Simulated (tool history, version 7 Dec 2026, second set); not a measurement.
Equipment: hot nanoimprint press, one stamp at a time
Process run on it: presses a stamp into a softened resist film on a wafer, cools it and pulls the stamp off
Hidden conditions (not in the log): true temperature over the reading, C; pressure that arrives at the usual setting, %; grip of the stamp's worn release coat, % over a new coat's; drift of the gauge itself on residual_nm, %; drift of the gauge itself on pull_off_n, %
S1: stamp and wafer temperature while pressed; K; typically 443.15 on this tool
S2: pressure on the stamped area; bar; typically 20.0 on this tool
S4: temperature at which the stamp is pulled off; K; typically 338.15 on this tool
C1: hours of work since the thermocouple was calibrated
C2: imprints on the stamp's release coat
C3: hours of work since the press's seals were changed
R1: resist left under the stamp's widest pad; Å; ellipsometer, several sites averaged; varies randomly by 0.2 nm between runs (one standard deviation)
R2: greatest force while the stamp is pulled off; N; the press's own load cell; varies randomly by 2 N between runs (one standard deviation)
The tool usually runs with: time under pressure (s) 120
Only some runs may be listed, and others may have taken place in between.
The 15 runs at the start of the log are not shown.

Run 16, hour 367.4: usual settings but S1 442.15 K, time under pressure (s) 137; C1 175; C2 643; C3 940. Result: R1 745 Å, R2 141 N.
At hour 387.9: stamp cleaned and given a new release coat.
Run 17, hour 391.3: usual settings but S1 433.15 K, S2 16.2 bar, time under pressure (s) 83, S4 335.15 K; C1 186; C2 9; C3 951. Result: R1 1277 Å, R2 147 N.
Run 18, hour 424.7: usual settings but S1 436.15 K, S2 18.5 bar; C1 207; C2 93; C3 972. Result: R1 984 Å, R2 139 N.
At hour 449.0: press's hydraulic seals changed and the load cell set to zero.
Run 19, hour 455.2: usual settings but S1 436.15 K, S2 18.5 bar; C1 221; C2 150; C3 4. Result: R1 982 Å, R2 142 N.
Run 20, hour 479.2: usual settings but S1 436.15 K, S2 18.5 bar; C1 236; C2 211; C3 19. Result: R1 982 Å, R2 144 N.
Run 21, hour 494.5: usual settings but S1 452.15 K, S2 22.1 bar, time under pressure (s) 135, S4 326.15 K; C1 245; C2 249; C3 28. Result: R1 534 Å, R2 173 N.
Run 22, hour 510.0: usual settings but time under pressure (s) 83; C1 255; C2 289; C3 38. Result: R1 879 Å, R2 143 N.
Run 23, hour 524.1: usual settings but time under pressure (s) 83; C1 263; C2 324; C3 46. Result: R1 882 Å, R2 139 N.
Run 24, hour 557.5: usual settings but S1 444.15 K, S2 14.0 bar, time under pressure (s) 83; C1 284; C2 409; C3 67. Result: R1 1015 Å, R2 141 N.
Run 25, hour 576.5: usual settings but S1 444.15 K, S2 14.0 bar, time under pressure (s) 83; C1 296; C2 457; C3 79. Result: R1 1013 Å, R2 139 N.
Run 26, hour 598.4: usual settings but S1 433.15 K, S2 16.7 bar, time under pressure (s) 195, S4 327.15 K; C1 309; C2 512; C3 92. Result: R1 958 Å, R2 168 N.
Run 27, hour 623.2: usual settings but time under pressure (s) 75; C1 325; C2 575; C3 108. Result: R1 920 Å, R2 150 N.
Run 28, hour 645.7: usual settings but time under pressure (s) 75, S4 328.15 K; C1 338; C2 632; C3 121. Result: R1 920 Å, R2 171 N.
At hour 671.5: stamp cleaned and given a new release coat.
Run 29, hour 684.1: usual settings but time under pressure (s) 75, S4 328.15 K; C1 358; C2 32; C3 141. Result: R1 922 Å, R2 164 N.
Run 30, hour 713.8: usual settings but S1 432.15 K, time under pressure (s) 75, S4 328.15 K; C1 377; C2 107; C3 160. Result: R1 1261 Å, R2 163 N.

Below are 4 alternative next runs, each starting from the tool's condition after run 30. Predict each:
Run A, hour 729.9: usual settings but S1 452.15 K, time under pressure (s) 75, S4 326.15 K; C1 387; C2 148; C3 170. Result: R1 ?, R2 ?.
Run B, hour 729.9: usual settings but S1 432.15 K, S2 25.2 bar, time under pressure (s) 119, S4 323.15 K; C1 387; C2 148; C3 170. Result: R1 ?, R2 ?.
Run C, hour 729.9: usual settings but time under pressure (s) 100; C1 387; C2 148; C3 170. Result: R1 ?, R2 ?.
Run D, hour 729.9: usual settings but S1 452.15 K, S2 13.1 bar, time under pressure (s) 84; C1 387; C2 148; C3 170. Result: R1 ?, R2 ?.

run   R1   R2
  A  724  172
  B  986  180
  C  829  139
  D  852  144
With the hidden condition removed and each run's random variation left untouched, the same runs would have given:
run   R1   R2
  A  708  172
  B  963  179
  C  810  138
  D  833  144
